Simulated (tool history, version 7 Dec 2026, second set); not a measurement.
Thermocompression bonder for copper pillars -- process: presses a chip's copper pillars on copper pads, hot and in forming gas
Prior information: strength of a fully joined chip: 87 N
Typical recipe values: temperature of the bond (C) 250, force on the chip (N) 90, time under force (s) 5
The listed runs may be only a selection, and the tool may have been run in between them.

run   hour  temperature of the bond (C)  force on the chip (N)  time under force (s)  force that shears a chip off (N)
  1      0                          250                     90                     5                                33
  2   18.6                          250                     90                     5                              33.3
  3     38                          250                     90                     5                              33.2
  4   63.7                          250                     90                     5                              33.4
  5   89.1                          250                     90                     5                              32.9
  6  108.3                          250                     90                     5                              33.1
  7  119.9                          250                     90                     5                              32.8
  8  137.9                          250                     90                    13                              46.6
  9  155.5                          250                     90                     5                              32.8
 10  180.2                          250                     90                     5                              32.8
     195.3  -- forming gas filter changed
 11  206.3                          250                     90                     5                              33.1
 12  229.9                          250                     90                     5                              33.1
 13  255.2                          250                     90                    14                              48.2

Run 14 has not been measured yet. What should we expect?
 14  280.7                          250                     90                     3                                 ?

force that shears a chip off (N): 27
Minus the tool's unlogged condition, the same run would have read force that shears a chip off (N) 27.
